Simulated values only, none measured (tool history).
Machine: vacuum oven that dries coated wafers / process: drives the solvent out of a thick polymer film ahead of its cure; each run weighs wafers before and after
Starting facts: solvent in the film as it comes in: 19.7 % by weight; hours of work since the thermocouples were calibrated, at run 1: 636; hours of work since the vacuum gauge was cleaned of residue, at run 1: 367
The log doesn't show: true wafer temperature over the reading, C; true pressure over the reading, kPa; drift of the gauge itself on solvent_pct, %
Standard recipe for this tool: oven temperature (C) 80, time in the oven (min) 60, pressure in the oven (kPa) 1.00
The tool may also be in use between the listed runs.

run	hour	oven temperature (C)	time in the oven (min)	pressure in the oven (kPa)	hours of work since the thermocouples were calibrated	hours of work since the vacuum gauge was cleaned of residue	solvent left in the film (%)
1	0.0	80	60	1.00	636	367	1.87
2	10.7	80	60	1.00	644	374	2.00
3	26.6	80	69	1.00	656	386	1.51
4	40.9	80	60	1.00	667	397	2.00
5	56.4	80	60	1.00	678	408	1.88
6	77.4	80	60	1.00	694	424	1.98
7	89.6	80	60	1.00	703	433	1.99
8	106.5	80	60	1.00	715	445	2.03
9	121.3	80	60	1.00	726	456	2.00
10	131.1	80	60	1.00	733	463	1.97
11	142.8	80	55	1.00	742	472	2.29
# hour 145.5: vacuum gauge cleaned of residue and calibrated
12	153.0	80	60	0.69	748	6	1.83
13	161.6	80	30	1.00	755	12	5.22
14	170.2	80	46	1.33	761	18	3.34
# hour 176.6: vacuum gauge cleaned of residue and calibrated, once more
15	184.3	80	46	1.33	770	6	3.15
16	194.1	92	60	2.30	777	13	0.84
17	204.2	80	44	0.78	785	20	3.14
18	217.5	80	40	1.10	795	30	3.67
# hour 226.4: oven's thermocouples calibrated
19	234.9	80	40	1.10	6	42	3.03
20	249.6	80	40	1.10	17	52	3.04
21	264.2	80	40	1.10	28	63	3.11
22	274.5	94	67	0.98	35	71	0.34
23	284.1	94	67	0.98	43	78	0.29
24	301.9	80	40	1.00	56	91	3.06

Here are 4 independent what-if runs from the current tool condition. What would each one return?
A	319.1	80	40	1.48	68	104	?
B	319.1	80	33	0.53	68	104	?
C	319.1	79	105	1.00	68	104	?
D	319.1	68	41	0.97	68	104	?

run	solvent left in the film (%)
A	3.36
B	3.85
C	0.77
D	7.86
The same runs, with their run-to-run variation unchanged, on a tool lacking any hidden condition would have given:
run	solvent left in the film (%)
A	3.47
B	3.97
C	0.78
D	7.99
